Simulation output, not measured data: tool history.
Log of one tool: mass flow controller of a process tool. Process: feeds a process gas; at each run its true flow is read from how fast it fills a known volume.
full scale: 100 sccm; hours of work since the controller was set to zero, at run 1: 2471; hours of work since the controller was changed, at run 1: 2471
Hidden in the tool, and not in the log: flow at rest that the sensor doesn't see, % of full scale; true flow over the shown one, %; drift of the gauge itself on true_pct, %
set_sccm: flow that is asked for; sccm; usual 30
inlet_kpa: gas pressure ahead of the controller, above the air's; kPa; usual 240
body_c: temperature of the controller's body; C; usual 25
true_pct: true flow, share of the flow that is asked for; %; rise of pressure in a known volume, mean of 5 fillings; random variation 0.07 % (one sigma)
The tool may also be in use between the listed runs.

run	hour	set_sccm	inlet_kpa	body_c	hours of work since the controller was set to zero	hours of work since the controller was changed	true_pct
1	0	30	240	25	2471	2471	98.4
2	215.6	30	240	25	2560	2560	98.36
3	402.9	30	240	25	2638	2638	98.21
4	583	30	240	25	2712	2712	98.16
5	763.3	30	240	25	2787	2787	98.1
6	935	30	240	25	2858	2858	98.14
7	1080.4	30	240	25	2918	2918	97.95
8	1248.3	30	240	25	2988	2988	97.9
9	1408	30	240	25	3054	3054	97.83
10	1534.4	30	240	25	3106	3106	97.87
11	1696.4	30	240	25	3174	3174	97.76
12	1830.6	30	240	25	3229	3229	97.65
13	2032.7	30	240	23	3313	3313	97.68
14	2168.3	30	223	28	3369	3369	97.51
15	2295.1	14	240	25	3422	3422	97.09
16	2405.3	30	160	31	3467	3467	97.38
17	2643.2	30	160	31	3566	3566	97.2
18	2819.4	86	185	31	3639	3639	98.35
19	3018	86	185	31	3721	3721	98.26
20	3217.1	84	196	35	3803	3803	98.03
21	3459.9	28	240	29	3904	3904	96.81
22	3606.4	30	240	21	3965	3965	97.01
23	3800.3	30	240	21	4045	4045	96.92
24	3941	37	199	25	4103	4103	97.1
25	4180.5	37	141	25	4202	4202	97.1
26	4411.4	46	206	29	4298	4298	96.78

The same runs without the tool's hidden state, with the same run-to-run variation:
run	true_pct
1	98.41
2	98.46
3	98.39
4	98.42
5	98.45
6	98.56
7	98.43
8	98.46
9	98.46
10	98.56
11	98.52
12	98.47
13	98.59
14	98.48
15	98.14
16	98.45
17	98.37
18	99.6
19	99.6
20	99.45
21	98.34
22	98.61
23	98.6
24	98.84
25	98.95
26	98.73
